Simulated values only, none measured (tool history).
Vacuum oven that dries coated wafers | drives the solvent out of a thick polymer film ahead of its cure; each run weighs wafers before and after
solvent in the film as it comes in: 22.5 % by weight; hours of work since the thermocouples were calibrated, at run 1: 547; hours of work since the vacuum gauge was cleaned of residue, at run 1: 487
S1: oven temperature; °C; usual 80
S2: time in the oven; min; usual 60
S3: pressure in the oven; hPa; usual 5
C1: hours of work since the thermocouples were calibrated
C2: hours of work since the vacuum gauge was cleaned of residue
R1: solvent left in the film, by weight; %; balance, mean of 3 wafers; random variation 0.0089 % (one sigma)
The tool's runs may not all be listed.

run 1 hour=0 | S1=80 S2=60 S3=5 | C1=547 C2=487 | R1=1.007
run 2 hour=39 | S1=69 S2=60 S3=5 | C1=571 C2=511 | R1=3.607
run 3 hour=75 | S1=80 S2=60 S3=5 | C1=594 C2=534 | R1=1.003
run 4 hour=94.4 | S1=80 S2=60 S3=5 | C1=606 C2=546 | R1=1.014
run 5 hour=131.6 | S1=80 S2=60 S3=5 | C1=629 C2=569 | R1=0.996
run 6 hour=159.2 | S1=80 S2=60 S3=5 | C1=646 C2=586 | R1=0.984
run 7 hour=183.9 | S1=80 S2=60 S3=5 | C1=662 C2=601 | R1=0.995
run 8 hour=211.4 | S1=80 S2=60 S3=5 | C1=679 C2=618 | R1=0.986
run 9 hour=235.2 | S1=80 S2=60 S3=4.16 | C1=694 C2=633 | R1=0.972
run 10 hour=253.7 | S1=80 S2=60 S3=4.16 | C1=705 C2=645 | R1=0.967
-- hour=283 oven's thermocouples calibrated
run 11 hour=283 | S1=80 S2=60 S3=5 | C1=0 C2=662 | R1=1.183
run 12 hour=300.2 | S1=89 S2=60 S3=5 | C1=11 C2=673 | R1=0.286
run 13 hour=318 | S1=80 S2=60 S3=5 | C1=22 C2=684 | R1=1.178
run 14 hour=341.5 | S1=80 S2=60 S3=5 | C1=36 C2=698 | R1=1.187
run 15 hour=380.1 | S1=80 S2=60 S3=5 | C1=61 C2=722 | R1=1.183
run 16 hour=419.1 | S1=80 S2=37 S3=5 | C1=85 C2=747 | R1=3.246
run 17 hour=435.8 | S1=83 S2=60 S3=5 | C1=95 C2=757 | R1=0.771
run 18 hour=452.5 | S1=83 S2=60 S3=5 | C1=106 C2=767 | R1=0.762
run 19 hour=477.7 | S1=83 S2=60 S3=5 | C1=121 C2=783 | R1=0.759
run 20 hour=518.3 | S1=80 S2=60 S3=5 | C1=147 C2=808 | R1=1.147
run 21 hour=540.5 | S1=80 S2=60 S3=5 | C1=160 C2=822 | R1=1.156
run 22 hour=564.6 | S1=80 S2=60 S3=5 | C1=175 C2=837 | R1=1.166
run 23 hour=585.4 | S1=80 S2=60 S3=5 | C1=188 C2=850 | R1=1.168
run 24 hour=626 | S1=80 S2=60 S3=5 | C1=214 C2=876 | R1=1.14
run 25 hour=654.4 | S1=71 S2=60 S3=3.74 | C1=231 C2=893 | R1=3.217
run 26 hour=676.5 | S1=71 S2=37 S3=11.29 | C1=245 C2=907 | R1=6.375
run 27 hour=707.4 | S1=80 S2=104 S3=10.19 | C1=264 C2=926 | R1=0.386
-- hour=711.5 vacuum gauge cleaned of residue and calibrated
run 28 hour=733.8 | S1=80 S2=104 S3=10.19 | C1=280 C2=14 | R1=0.39
run 29 hour=769.9 | S1=80 S2=77 S3=10.19 | C1=302 C2=36 | R1=0.691
run 30 hour=787.3 | S1=80 S2=77 S3=10.19 | C1=313 C2=47 | R1=0.719
run 31 hour=820 | S1=77 S2=35 S3=5 | C1=334 C2=68 | R1=4.414
run 32 hour=854.7 | S1=92 S2=44 S3=5.63 | C1=355 C2=89 | R1=0.471
run 33 hour=883.7 | S1=92 S2=44 S3=5.63 | C1=373 C2=107 | R1=0.465
-- hour=901.8 vacuum gauge cleaned of residue and calibrated, once more
run 34 hour=909.5 | S1=65 S2=45 S3=5 | C1=388 C2=5 | R1=7.08
run 35 hour=941.4 | S1=80 S2=41 S3=5 | C1=408 C2=25 | R1=2.563
run 36 hour=958.3 | S1=80 S2=65 S3=4.81 | C1=419 C2=35 | R1=0.871
run 37 hour=987.1 | S1=69 S2=60 S3=16.13 | C1=437 C2=53 | R1=4.112
run 38 hour=1025.8 | S1=69 S2=60 S3=16.13 | C1=461 C2=77 | R1=4.082
run 39 hour=1050.5 | S1=69 S2=47 S3=18.06 | C1=476 C2=93 | R1=5.608
run 40 hour=1078.1 | S1=88 S2=72 S3=4.28 | C1=494 C2=110 | R1=0.153
run 41 hour=1110.2 | S1=88 S2=72 S3=4.28 | C1=514 C2=130 | R1=0.165
run 42 hour=1142.5 | S1=88 S2=85 S3=7.77 | C1=534 C2=150 | R1=0.15
run 43 hour=1163.7 | S1=95 S2=103 S3=9.74 | C1=547 C2=163 | R1=0.124
run 44 hour=1194.4 | S1=95 S2=103 S3=9.74 | C1=566 C2=182 | R1=0.131

Forecast each of these 3 alternatives for the next run:
run A hour=1224.3 | S1=80 S2=89 S3=5 | C1=585 C2=201 | R1=?
run B hour=1224.3 | S1=85 S2=105 S3=7.17 | C1=585 C2=201 | R1=?
run C hour=1224.3 | S1=84 S2=103 S3=9.74 | C1=585 C2=201 | R1=?

run=A R1=0.331
run=B R1=0.156
run=C R1=0.224
Without the tool's hidden state the same runs would have given:
run=A R1=0.373
run=B R1=0.163
run=C R1=0.235
